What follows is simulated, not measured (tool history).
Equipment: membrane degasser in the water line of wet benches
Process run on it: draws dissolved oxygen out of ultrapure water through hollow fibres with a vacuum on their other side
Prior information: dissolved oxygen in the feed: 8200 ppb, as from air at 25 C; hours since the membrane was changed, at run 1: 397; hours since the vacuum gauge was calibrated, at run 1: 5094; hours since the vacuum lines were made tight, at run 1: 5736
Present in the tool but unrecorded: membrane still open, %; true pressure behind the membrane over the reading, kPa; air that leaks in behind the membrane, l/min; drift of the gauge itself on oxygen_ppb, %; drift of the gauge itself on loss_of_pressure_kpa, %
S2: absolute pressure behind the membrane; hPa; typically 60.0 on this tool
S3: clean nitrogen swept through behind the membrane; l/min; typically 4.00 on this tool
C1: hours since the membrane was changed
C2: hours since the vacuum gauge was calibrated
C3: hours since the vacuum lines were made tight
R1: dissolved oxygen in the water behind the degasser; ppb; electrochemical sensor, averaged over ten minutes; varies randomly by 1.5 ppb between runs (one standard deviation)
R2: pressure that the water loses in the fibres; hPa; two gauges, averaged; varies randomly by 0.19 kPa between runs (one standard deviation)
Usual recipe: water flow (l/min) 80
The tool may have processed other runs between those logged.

Run 1, hour 0.0: usual settings; C1 397; C2 5094; C3 5736. Result: R1 149.8 ppb, R2 387.8 hPa.
Run 2, hour 87.6: usual settings; C1 485; C2 5182; C3 5824. Result: R1 151.1 ppb, R2 387.8 hPa.
Run 3, hour 216.4: usual settings; C1 614; C2 5311; C3 5952. Result: R1 150.3 ppb, R2 389.4 hPa.
Run 4, hour 283.9: usual settings; C1 681; C2 5378; C3 6020. Result: R1 153.8 ppb, R2 394.4 hPa.
At hour 314.0: seals of the vacuum lines changed.
Run 5, hour 350.9: usual settings; C1 746; C2 5443; C3 37. Result: R1 149.9 ppb, R2 387.4 hPa.
Run 6, hour 456.4: usual settings; C1 852; C2 5549; C3 142. Result: R1 148.6 ppb, R2 390.5 hPa.
Run 7, hour 555.5: usual settings but water flow (l/min) 53, S2 108.9 hPa, S3 4.69 l/min; C1 951; C2 5648; C3 241. Result: R1 211.1 ppb, R2 255.8 hPa.
Run 8, hour 623.0: usual settings but water flow (l/min) 52, S2 106.7 hPa, S3 4.06 l/min; C1 1018; C2 5715; C3 309. Result: R1 230.1 ppb, R2 252.0 hPa.

What will run 9 give?
Run 9, hour 710.0: usual settings but water flow (l/min) 126, S2 102.3 hPa, S3 5.47 l/min; C1 1105; C2 5802; C3 396. Result: R1 ?, R2 ?.

Run 9 yielded R1 405.2 ppb, R2 618.9 hPa.
If the tool had no hidden condition, the same run with the same run-to-run variation would have returned R1 396.7 ppb, R2 610.8 hPa.
